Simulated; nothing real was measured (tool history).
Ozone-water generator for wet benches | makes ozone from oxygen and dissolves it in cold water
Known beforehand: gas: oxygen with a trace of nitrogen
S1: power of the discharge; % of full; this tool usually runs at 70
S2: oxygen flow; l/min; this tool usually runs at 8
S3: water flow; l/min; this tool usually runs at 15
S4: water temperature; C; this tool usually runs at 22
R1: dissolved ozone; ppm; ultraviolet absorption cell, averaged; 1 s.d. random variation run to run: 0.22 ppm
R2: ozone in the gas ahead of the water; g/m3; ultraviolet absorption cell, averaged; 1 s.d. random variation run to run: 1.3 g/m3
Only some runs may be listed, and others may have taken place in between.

{"run": 1, "hour": 0.0, "S1": 70, "S2": 8, "S3": 15, "S4": 22, "R1": 31.9, "R2": 236.1}
{"run": 2, "hour": 24.9, "S1": 70, "S2": 8, "S3": 12, "S4": 22, "R1": 36.8, "R2": 235.7}
{"run": 3, "hour": 57.2, "S1": 70, "S2": 8, "S3": 12, "S4": 22, "R1": 36.9, "R2": 237.7}
{"run": 4, "hour": 76.3, "S1": 70, "S2": 8, "S3": 12, "S4": 21, "R1": 37.8, "R2": 237.3}
{"run": 5, "hour": 102.7, "S1": 70, "S2": 8, "S3": 15, "S4": 17, "R1": 35.2, "R2": 240.1}
{"run": 6, "hour": 119.9, "S1": 70, "S2": 8, "S3": 15, "S4": 22, "R1": 32.3, "R2": 240}
{"run": 7, "hour": 155.0, "S1": 99, "S2": 8, "S3": 15, "S4": 22, "R1": 43.8, "R2": 332.1}
{"run": 8, "hour": 172.2, "S1": 70, "S2": 8, "S3": 15, "S4": 22, "R1": 31.7, "R2": 240.8}
{"run": 9, "hour": 211.7, "S1": 70, "S2": 8.23, "S3": 15, "S4": 22, "R1": 31.8, "R2": 234.3}
{"run": 10, "hour": 231.5, "S1": 70, "S2": 8, "S3": 19, "S4": 22, "R1": 26.7, "R2": 237.6}
{"run": 11, "hour": 251.5, "S1": 70, "S2": 8, "S3": 12, "S4": 22, "R1": 37.1, "R2": 239.9}
{"run": 12, "hour": 275.9, "S1": 70, "S2": 8, "S3": 15, "S4": 16, "R1": 35.9, "R2": 240.4}
{"run": 13, "hour": 299.9, "S1": 70, "S2": 8, "S3": 15, "S4": 16, "R1": 35.9, "R2": 239.5}
{"run": 14, "hour": 334.0, "S1": 70, "S2": 8, "S3": 15, "S4": 16, "R1": 35.9, "R2": 239.8}
{"run": 15, "hour": 363.2, "S1": 70, "S2": 8, "S3": 15, "S4": 16, "R1": 35.8, "R2": 237.5}
{"run": 16, "hour": 392.6, "S1": 70, "S2": 8, "S3": 15, "S4": 16, "R1": 36, "R2": 240.7}
{"run": 17, "hour": 425.6, "S1": 70, "S2": 8, "S3": 15, "S4": 18, "R1": 34.4, "R2": 240.1}
{"run": 18, "hour": 467.0, "S1": 94, "S2": 8, "S3": 15, "S4": 16, "R1": 47.7, "R2": 319}
{"run": 19, "hour": 491.7, "S1": 48, "S2": 10.02, "S3": 15, "S4": 22, "R1": 20.5, "R2": 144.6}
{"run": 20, "hour": 513.0, "S1": 48, "S2": 10.02, "S3": 15, "S4": 22, "R1": 20.5, "R2": 146.8}
{"run": 21, "hour": 537.5, "S1": 97, "S2": 5.05, "S3": 24, "S4": 22, "R1": 31.3, "R2": 442.3}
{"run": 22, "hour": 576.1, "S1": 42, "S2": 11.51, "S3": 13, "S4": 15, "R1": 22.4, "R2": 118}
{"run": 23, "hour": 599.3, "S1": 70, "S2": 4.86, "S3": 15, "S4": 22, "R1": 36.2, "R2": 335.8}
{"run": 24, "hour": 616.0, "S1": 70, "S2": 4.86, "S3": 15, "S4": 22, "R1": 36, "R2": 332.1}
{"run": 25, "hour": 645.8, "S1": 87, "S2": 4.86, "S3": 11, "S4": 29, "R1": 48.5, "R2": 410.3}
{"run": 26, "hour": 669.4, "S1": 84, "S2": 4.98, "S3": 15, "S4": 22, "R1": 42.5, "R2": 392.3}
{"run": 27, "hour": 699.7, "S1": 84, "S2": 4.98, "S3": 15, "S4": 22, "R1": 42.8, "R2": 388.3}
{"run": 28, "hour": 729.8, "S1": 79, "S2": 4.98, "S3": 9, "S4": 22, "R1": 57.3, "R2": 367.8}
{"run": 29, "hour": 748.4, "S1": 63, "S2": 12.37, "S3": 21, "S4": 19, "R1": 21, "R2": 166.4}
{"run": 30, "hour": 781.7, "S1": 93, "S2": 8.43, "S3": 15, "S4": 17, "R1": 44.9, "R2": 309.7}
{"run": 31, "hour": 815.2, "S1": 66, "S2": 8, "S3": 19, "S4": 22, "R1": 25.2, "R2": 228.7}
{"hour": 821.0, "done": "water thermometer calibrated"}
{"run": 32, "hour": 840.6, "S1": 43, "S2": 8, "S3": 14, "S4": 22, "R1": 21, "R2": 152.7}
{"run": 33, "hour": 881.9, "S1": 70, "S2": 8, "S3": 10, "S4": 20, "R1": 42.9, "R2": 244.7}

Predict each of these 4 candidate next runs independently; none follows another, all start after run 33:
{"run": "A", "hour": 912.8, "S1": 79, "S2": 8.09, "S3": 15, "S4": 14, "R1": "?", "R2": "?"}
{"run": "B", "hour": 912.8, "S1": 70, "S2": 14.17, "S3": 14, "S4": 22, "R1": "?", "R2": "?"}
{"run": "C", "hour": 912.8, "S1": 70, "S2": 8, "S3": 15, "S4": 22, "R1": "?", "R2": "?"}
{"run": "D", "hour": 912.8, "S1": 80, "S2": 8, "S3": 10, "S4": 15, "R1": "?", "R2": "?"}

run=A R1=41.8 R2=271.5
run=B R1=26.8 R2=169.4
run=C R1=31.7 R2=244.9
run=D R1=54.7 R2=272.6
Had the tool no hidden state, the same runs would have come out as:
run=A R1=41.9 R2=264.7
run=B R1=26.8 R2=165.2
run=C R1=31.8 R2=238.9
run=D R1=54.7 R2=265.8
